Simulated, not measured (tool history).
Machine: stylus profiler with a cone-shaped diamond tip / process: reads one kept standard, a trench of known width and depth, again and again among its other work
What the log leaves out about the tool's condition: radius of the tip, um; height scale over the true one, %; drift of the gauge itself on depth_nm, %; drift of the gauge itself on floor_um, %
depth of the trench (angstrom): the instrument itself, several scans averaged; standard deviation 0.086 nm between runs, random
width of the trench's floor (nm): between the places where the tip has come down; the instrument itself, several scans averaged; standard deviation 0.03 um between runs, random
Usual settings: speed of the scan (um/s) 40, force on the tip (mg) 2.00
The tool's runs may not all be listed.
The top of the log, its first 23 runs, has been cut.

| run | hour | speed of the scan (um/s) | force on the tip (mg) | scans with this tip | hours of work since the height scale was calibrated | depth of the trench (angstrom) | width of the trench's floor (nm) |
|---|---|---|---|---|---|---|---|
| 24 | 273.9 | 157 | 2.00 | 8224 | 730 | 2027.3 | 96660 |
| 25 | 286.1 | 157 | 2.00 | 8300 | 737 | 2027.4 | 96710 |
| 26 | 295.3 | 157 | 2.00 | 8357 | 742 | 2026.7 | 96720 |
| 27 | 308.2 | 11 | 3.87 | 8439 | 749 | 2039.4 | 97400 |
| 28 | 322.3 | 40 | 3.87 | 8526 | 757 | 2040.8 | 97280 |
| 29 | 339.6 | 10 | 2.52 | 8635 | 767 | 2032.6 | 97350 |
| 30 | 354.0 | 40 | 3.58 | 8725 | 775 | 2037.7 | 97230 |
| 31 | 371.3 | 40 | 3.58 | 8833 | 784 | 2039.5 | 97250 |
| 32 | 381.7 | 12 | 4.20 | 8898 | 790 | 2042.6 | 97310 |
| 33 | 391.1 | 12 | 4.20 | 8956 | 795 | 2043.0 | 97320 |
| 34 | 398.4 | 12 | 4.20 | 9002 | 799 | 2042.4 | 97330 |
| 35 | 415.0 | 29 | 4.73 | 9106 | 808 | 2045.8 | 97270 |
| 36 | 432.3 | 11 | 2.00 | 9214 | 818 | 2027.6 | 97340 |
| 37 | 443.3 | 131 | 3.55 | 9282 | 824 | 2040.2 | 96880 |
| 38 | 461.1 | 141 | 0.92 | 9394 | 834 | 2017.7 | 96360 |
| 39 | 475.1 | 10 | 3.86 | 9481 | 842 | 2040.3 | 97290 |
| 40 | 485.8 | 29 | 4.76 | 9548 | 848 | 2046.5 | 97240 |
| 41 | 497.3 | 48 | 2.00 | 9620 | 854 | 2026.9 | 97100 |
| 42 | 514.0 | 48 | 2.00 | 9724 | 863 | 2029.6 | 97070 |
| 43 | 524.3 | 48 | 2.00 | 9789 | 869 | 2027.7 | 97060 |
| 44 | 537.5 | 66 | 2.00 | 9871 | 876 | 2028.7 | 96940 |
| 45 | 553.4 | 71 | 2.35 | 9971 | 885 | 2031.8 | 96990 |
| 46 | 566.4 | 71 | 2.35 | 10052 | 892 | 2031.1 | 96920 |
| 47 | 574.1 | 84 | 5.64 | 10100 | 897 | 2051.5 | 97040 |

Alternative continuations, all from the tool just after run 47; predict every row:
| A | 588.4 | 84 | 0.89 | 10189 | 905 | ? | ? |
| B | 588.4 | 48 | 2.00 | 10189 | 905 | ? | ? |
| C | 588.4 | 109 | 3.87 | 10189 | 905 | ? | ? |

| run | depth of the trench (angstrom) | width of the trench's floor (nm) |
|---|---|---|
| A | 2018.2 | 96670 |
| B | 2029.5 | 97070 |
| C | 2042.2 | 96880 |
Stripped of hidden state, with their random variation kept, the same runs would have yielded:
| run | depth of the trench (angstrom) | width of the trench's floor (nm) |
|---|---|---|
| A | 2012.3 | 97650 |
| B | 2023.6 | 98050 |
| C | 2036.3 | 97860 |
